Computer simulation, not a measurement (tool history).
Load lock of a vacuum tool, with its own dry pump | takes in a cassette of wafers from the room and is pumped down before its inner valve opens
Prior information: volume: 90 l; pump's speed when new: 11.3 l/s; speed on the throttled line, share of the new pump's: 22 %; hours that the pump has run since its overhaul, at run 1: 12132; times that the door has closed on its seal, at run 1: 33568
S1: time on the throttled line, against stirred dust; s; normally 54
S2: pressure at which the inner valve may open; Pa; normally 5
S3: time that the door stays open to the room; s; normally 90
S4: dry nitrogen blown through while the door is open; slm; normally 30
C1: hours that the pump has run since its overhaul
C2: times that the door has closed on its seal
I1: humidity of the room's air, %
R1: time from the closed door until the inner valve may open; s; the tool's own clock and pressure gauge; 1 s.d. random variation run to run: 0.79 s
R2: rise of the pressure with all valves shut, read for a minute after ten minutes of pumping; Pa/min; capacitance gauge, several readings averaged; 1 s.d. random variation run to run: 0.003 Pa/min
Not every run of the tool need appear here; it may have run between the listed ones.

| run | day | S1 | S2 | S3 | S4 | C1 | C2 | I1 | R1 | R2 |
|---|---|---|---|---|---|---|---|---|---|---|
| 1 | 0.000 | 54 | 5 | 90 | 30 | 12132 | 33568 | 47.1 | 121.4 | 0.029 |
| 2 | 7.504 | 54 | 5 | 90 | 30 | 12312 | 34228 | 45.2 | 123.4 | 0.027 |
| 3 | 16.433 | 54 | 5 | 90 | 30 | 12526 | 35013 | 46.9 | 122.9 | 0.028 |
| 4 | 25.329 | 54 | 5 | 90 | 30 | 12739 | 35795 | 45.6 | 122.3 | 0.027 |
| 5 | 30.104 | 67 | 5 | 90 | 30 | 12854 | 36215 | 43.0 | 131.4 | 0.032 |
| 6 | 36.312 | 67 | 5 | 90 | 30 | 13003 | 36761 | 44.2 | 132.0 | 0.026 |
| 7 | 44.275 | 67 | 5 | 90 | 30 | 13194 | 37461 | 43.7 | 131.3 | 0.030 |
| 8 | 50.138 | 85 | 10 | 93 | 30 | 13335 | 37977 | 44.9 | 141.8 | 0.032 |
| 9 | 55.854 | 85 | 7 | 115 | 30 | 13472 | 38479 | 45.7 | 142.3 | 0.031 |
| 10 | 62.112 | 85 | 7 | 115 | 30 | 13622 | 39030 | 46.6 | 143.8 | 0.034 |
| 11 | 66.746 | 85 | 7 | 115 | 30 | 13733 | 39437 | 43.9 | 143.7 | 0.028 |
| 12 | 76.854 | 85 | 7 | 115 | 30 | 13976 | 40326 | 41.9 | 144.1 | 0.032 |

Run 13, settings as shown, results not yet in. Your forecast:
| 13 | 85.725 | 87 | 7 | 115 | 30 | 14189 | 41106 | 43.7 | ? | ? |

Run 13 yielded R1 144.3 s, R2 0.029 Pa/min.
With no hidden state in the tool, this same run would have given R1 144.2 s, R2 0.028 Pa/min.
